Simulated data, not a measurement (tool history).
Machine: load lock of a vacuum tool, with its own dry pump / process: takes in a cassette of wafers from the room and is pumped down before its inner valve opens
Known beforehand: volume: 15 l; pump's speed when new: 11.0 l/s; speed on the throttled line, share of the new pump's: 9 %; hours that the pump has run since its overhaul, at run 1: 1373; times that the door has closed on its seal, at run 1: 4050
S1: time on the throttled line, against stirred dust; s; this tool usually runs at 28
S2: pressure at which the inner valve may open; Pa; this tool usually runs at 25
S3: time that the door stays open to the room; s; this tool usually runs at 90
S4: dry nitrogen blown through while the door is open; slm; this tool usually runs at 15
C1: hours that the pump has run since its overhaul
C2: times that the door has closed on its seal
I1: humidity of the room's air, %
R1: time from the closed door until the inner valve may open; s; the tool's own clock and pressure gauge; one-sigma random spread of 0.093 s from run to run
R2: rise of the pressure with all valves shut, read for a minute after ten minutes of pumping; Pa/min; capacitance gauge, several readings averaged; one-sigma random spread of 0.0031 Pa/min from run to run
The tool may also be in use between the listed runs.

run 1 hour=0.0 | S1=28 S2=25 S3=90 S4=15 | C1=1373 C2=4050 | I1=44.9 | R1=36.76 R2=0.093
run 2 hour=94.5 | S1=28 S2=25 S3=90 S4=15 | C1=1467 C2=4362 | I1=46.2 | R1=36.71 R2=0.097
run 3 hour=210.1 | S1=28 S2=25 S3=90 S4=15 | C1=1583 C2=4744 | I1=49.4 | R1=36.78 R2=0.096
run 4 hour=265.4 | S1=20 S2=25 S3=90 S4=15 | C1=1638 C2=4927 | I1=43.8 | R1=29.52 R2=0.089
run 5 hour=373.1 | S1=28 S2=25 S3=90 S4=5 | C1=1746 C2=5282 | I1=44.4 | R1=36.86 R2=0.112
run 6 hour=487.6 | S1=28 S2=25 S3=90 S4=5 | C1=1861 C2=5661 | I1=46.1 | R1=37.10 R2=0.115
run 7 hour=565.5 | S1=28 S2=25 S3=90 S4=5 | C1=1938 C2=5918 | I1=43.0 | R1=36.85 R2=0.106
run 8 hour=631.2 | S1=28 S2=25 S3=90 S4=5 | C1=2004 C2=6135 | I1=45.8 | R1=37.00 R2=0.117
run 9 hour=713.8 | S1=28 S2=25 S3=90 S4=8 | C1=2087 C2=6408 | I1=46.0 | R1=36.85 R2=0.107
run 10 hour=797.8 | S1=28 S2=25 S3=161 S4=8 | C1=2171 C2=6685 | I1=49.0 | R1=36.94 R2=0.158
run 11 hour=867.4 | S1=28 S2=25 S3=161 S4=8 | C1=2240 C2=6915 | I1=43.4 | R1=36.90 R2=0.137
run 12 hour=971.5 | S1=28 S2=25 S3=161 S4=8 | C1=2344 C2=7259 | I1=47.3 | R1=36.90 R2=0.158
run 13 hour=1086.8 | S1=28 S2=25 S3=161 S4=8 | C1=2460 C2=7640 | I1=44.8 | R1=36.72 R2=0.151
run 14 hour=1172.7 | S1=28 S2=25 S3=161 S4=8 | C1=2546 C2=7923 | I1=45.2 | R1=36.89 R2=0.146
run 15 hour=1300.8 | S1=36 S2=25 S3=161 S4=8 | C1=2674 C2=8346 | I1=46.6 | R1=43.98 R2=0.149
run 16 hour=1400.4 | S1=28 S2=25 S3=90 S4=15 | C1=2773 C2=8675 | I1=45.3 | R1=36.85 R2=0.096
run 17 hour=1528.3 | S1=28 S2=25 S3=90 S4=15 | C1=2901 C2=9098 | I1=48.8 | R1=36.78 R2=0.102
run 18 hour=1604.7 | S1=28 S2=25 S3=90 S4=15 | C1=2978 C2=9350 | I1=46.6 | R1=36.85 R2=0.093
run 19 hour=1700.4 | S1=28 S2=25 S3=90 S4=15 | C1=3073 C2=9666 | I1=45.6 | R1=36.71 R2=0.095
run 20 hour=1792.0 | S1=56 S2=25 S3=90 S4=15 | C1=3165 C2=9969 | I1=45.6 | R1=62.18 R2=0.094
run 21 hour=1895.3 | S1=56 S2=19 S3=188 S4=26 | C1=3268 C2=10310 | I1=46.2 | R1=62.58 R2=0.119
run 22 hour=1967.1 | S1=56 S2=19 S3=27 S4=6 | C1=3340 C2=10547 | I1=46.1 | R1=62.51 R2=0.062
run 23 hour=2053.4 | S1=28 S2=36 S3=54 S4=5 | C1=3426 C2=10832 | I1=45.4 | R1=36.32 R2=0.086
run 24 hour=2133.1 | S1=28 S2=36 S3=54 S4=5 | C1=3506 C2=11095 | I1=41.7 | R1=36.40 R2=0.080
run 25 hour=2220.9 | S1=28 S2=36 S3=54 S4=5 | C1=3594 C2=11385 | I1=44.3 | R1=36.29 R2=0.085
run 26 hour=2294.9 | S1=28 S2=36 S3=54 S4=5 | C1=3668 C2=11630 | I1=43.8 | R1=36.28 R2=0.074
run 27 hour=2396.5 | S1=28 S2=36 S3=54 S4=5 | C1=3769 C2=11965 | I1=44.1 | R1=36.15 R2=0.081
run 28 hour=2479.3 | S1=28 S2=25 S3=30 S4=15 | C1=3852 C2=12239 | I1=47.0 | R1=36.77 R2=0.059
run 29 hour=2585.0 | S1=28 S2=43 S3=90 S4=15 | C1=3958 C2=12588 | I1=44.1 | R1=36.09 R2=0.087
run 30 hour=2668.7 | S1=28 S2=42 S3=90 S4=15 | C1=4042 C2=12864 | I1=45.7 | R1=36.22 R2=0.104
run 31 hour=2757.1 | S1=17 S2=38 S3=204 S4=11 | C1=4130 C2=13156 | I1=45.0 | R1=26.27 R2=0.155
run 32 hour=2818.2 | S1=17 S2=38 S3=204 S4=11 | C1=4191 C2=13358 | I1=46.3 | R1=26.22 R2=0.157
run 33 hour=2874.6 | S1=19 S2=31 S3=29 S4=6 | C1=4248 C2=13544 | I1=45.7 | R1=28.35 R2=0.062
run 34 hour=2981.8 | S1=28 S2=25 S3=44 S4=5 | C1=4355 C2=13898 | I1=48.1 | R1=36.85 R2=0.079
run 35 hour=3084.7 | S1=28 S2=25 S3=44 S4=5 | C1=4458 C2=14238 | I1=48.5 | R1=36.87 R2=0.081
run 36 hour=3137.0 | S1=28 S2=25 S3=225 S4=8 | C1=4510 C2=14411 | I1=43.5 | R1=36.72 R2=0.175
run 37 hour=3211.9 | S1=48 S2=25 S3=90 S4=6 | C1=4585 C2=14658 | I1=47.9 | R1=54.82 R2=0.113

Forecast each of these 3 alternatives for the next run:
run A hour=3268.4 | S1=32 S2=25 S3=90 S4=15 | C1=4641 C2=14845 | I1=48.9 | R1=? R2=?
run B hour=3268.4 | S1=35 S2=25 S3=194 S4=15 | C1=4641 C2=14845 | I1=43.2 | R1=? R2=?
run C hour=3268.4 | S1=21 S2=24 S3=90 S4=24 | C1=4641 C2=14845 | I1=47.7 | R1=? R2=?

run=A R1=40.46 R2=0.106
run=B R1=43.08 R2=0.132
run=C R1=30.40 R2=0.086
Stripped of hidden state, with their random variation kept, the same runs would have yielded:
run=A R1=40.46 R2=0.106
run=B R1=43.08 R2=0.132
run=C R1=30.40 R2=0.086
